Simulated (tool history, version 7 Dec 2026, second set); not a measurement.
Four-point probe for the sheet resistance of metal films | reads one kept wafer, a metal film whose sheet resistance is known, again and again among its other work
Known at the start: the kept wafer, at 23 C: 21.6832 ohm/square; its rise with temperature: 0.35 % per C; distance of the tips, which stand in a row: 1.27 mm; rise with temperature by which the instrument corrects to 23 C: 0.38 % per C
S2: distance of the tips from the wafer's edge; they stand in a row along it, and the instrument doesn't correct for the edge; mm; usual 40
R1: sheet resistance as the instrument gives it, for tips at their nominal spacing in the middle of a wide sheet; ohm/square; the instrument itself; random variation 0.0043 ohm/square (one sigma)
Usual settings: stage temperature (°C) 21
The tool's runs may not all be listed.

Run 1, hour 0.0: usual settings. Result: R1 21.808865 ohm/square.
Run 2, hour 63.6: usual settings. Result: R1 21.823617 ohm/square.
Run 3, hour 117.5: usual settings but stage temperature (°C) 19. Result: R1 21.837861 ohm/square.
Run 4, hour 163.5: usual settings but S2 18 mm. Result: R1 21.875900 ohm/square.
Run 5, hour 226.6: usual settings but stage temperature (°C) 24. Result: R1 21.818279 ohm/square.
Run 6, hour 327.2: usual settings. Result: R1 21.846303 ohm/square.
Run 7, hour 369.7: usual settings. Result: R1 21.848448 ohm/square.
Run 8, hour 456.5: usual settings but stage temperature (°C) 30. Result: R1 21.809141 ohm/square.
At hour 466.5: stage's thermometer calibrated.
Run 9, hour 543.1: usual settings. Result: R1 21.880761 ohm/square.
Run 10, hour 602.4: usual settings but stage temperature (°C) 33, S2 70 mm. Result: R1 21.787609 ohm/square.
Run 11, hour 646.0: usual settings but stage temperature (°C) 19, S2 56 mm. Result: R1 21.890334 ohm/square.
Run 12, hour 699.6: usual settings but stage temperature (°C) 19, S2 56 mm. Result: R1 21.897127 ohm/square.
Run 13, hour 747.4: usual settings but stage temperature (°C) 32, S2 11 mm. Result: R1 21.969711 ohm/square.
Run 14, hour 796.1: usual settings but stage temperature (°C) 32, S2 11 mm. Result: R1 21.970972 ohm/square.
Run 15, hour 838.5: usual settings but stage temperature (°C) 18. Result: R1 21.931234 ohm/square.
At hour 883.2: stage's thermometer calibrated, once more.
Run 16, hour 937.1: usual settings but stage temperature (°C) 19, S2 10 mm. Result: R1 22.116955 ohm/square.
Run 17, hour 1039.5: usual settings but stage temperature (°C) 19, S2 10 mm. Result: R1 22.125869 ohm/square.
Run 18, hour 1086.7: usual settings but stage temperature (°C) 19, S2 28 mm. Result: R1 21.970258 ohm/square.

Forecast each of these 5 alternatives for the next run:
Run A, hour 1145.7: usual settings but stage temperature (°C) 31, S2 24 mm. Result: R1 ?.
Run B, hour 1145.7: usual settings but stage temperature (°C) 23, S2 16 mm. Result: R1 ?.
Run C, hour 1145.7: usual settings but stage temperature (°C) 30, S2 7 mm. Result: R1 ?.
Run D, hour 1145.7: usual settings but stage temperature (°C) 19, S2 36 mm. Result: R1 ?.
Run E, hour 1145.7: usual settings but stage temperature (°C) 20, S2 7 mm. Result: R1 ?.

run         R1
  A  21.897115
  B  21.994349
  C  22.259852
  D  21.964075
  E  22.327831
Without the tool's hidden state the same runs would have given:
run         R1
  A  21.657641
  B  21.753800
  C  22.016707
  D  21.723785
  E  22.083886

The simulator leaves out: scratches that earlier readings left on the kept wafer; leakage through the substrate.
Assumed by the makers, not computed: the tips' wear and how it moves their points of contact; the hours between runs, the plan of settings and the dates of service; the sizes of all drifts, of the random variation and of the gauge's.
